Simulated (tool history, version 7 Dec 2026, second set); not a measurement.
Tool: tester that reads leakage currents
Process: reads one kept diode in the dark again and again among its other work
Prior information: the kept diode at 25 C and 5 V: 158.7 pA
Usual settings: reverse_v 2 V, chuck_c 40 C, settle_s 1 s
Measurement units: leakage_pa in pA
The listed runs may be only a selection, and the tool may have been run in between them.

Run 1, hour 0: usual settings. Result: leakage_pa 342.04 pA.
Run 2, hour 201.5: usual settings but chuck_c 50 C. Result: leakage_pa 694.66 pA.
Run 3, hour 383.6: usual settings but chuck_c 50 C. Result: leakage_pa 701.32 pA.
Run 4, hour 579.7: usual settings but chuck_c 23 C. Result: leakage_pa 99.39 pA.
Run 5, hour 678.5: usual settings but chuck_c 44 C. Result: leakage_pa 473.47 pA.
At hour 781.2: probe card cleaned and baked.
Run 6, hour 861.7: usual settings. Result: leakage_pa 359.45 pA.
Run 7, hour 986.4: usual settings but settle_s 4.54 s. Result: leakage_pa 362.29 pA.
Run 8, hour 1147.8: usual settings but settle_s 9.93 s. Result: leakage_pa 367.5 pA.
Run 9, hour 1260.3: usual settings but settle_s 9.93 s. Result: leakage_pa 371.33 pA.
Run 10, hour 1407.7: usual settings but settle_s 9.93 s. Result: leakage_pa 374.04 pA.
Run 11, hour 1572.8: usual settings but settle_s 9.93 s. Result: leakage_pa 380.06 pA.
Run 12, hour 1688.1: usual settings but settle_s 1.16 s. Result: leakage_pa 383.49 pA.
Run 13, hour 1861.3: usual settings but settle_s 1.16 s. Result: leakage_pa 387.71 pA.
At hour 1921.8: chuck's temperature calibrated.
Run 14, hour 2063.2: usual settings but reverse_v 13.11 V, chuck_c 24 C, settle_s 0.44 s. Result: leakage_pa 240.48 pA.
Run 15, hour 2151: usual settings but reverse_v 19.08 V, chuck_c 48 C. Result: leakage_pa 1565.7 pA.
Run 16, hour 2265.3: usual settings but reverse_v 6.01 V, chuck_c 59 C, settle_s 0.63 s. Result: leakage_pa 2028.02 pA.
Run 17, hour 2355.7: usual settings but reverse_v 5.19 V, chuck_c 59 C, settle_s 1.1 s. Result: leakage_pa 1909.48 pA.
Run 18, hour 2463.8: usual settings but reverse_v 1.27 V, chuck_c 50 C. Result: leakage_pa 596.7 pA.

Run 19, settings as shown, results not yet in. Your forecast:
At hour 2480.1: tester calibrated.
Run 19, hour 2599.4: usual settings but reverse_v 1.27 V, chuck_c 50 C. Result: leakage_pa ?.

Run 19 produced leakage_pa 597.56 pA.
Had the tool carried no hidden state, the very same run would have given leakage_pa 567.4 pA.
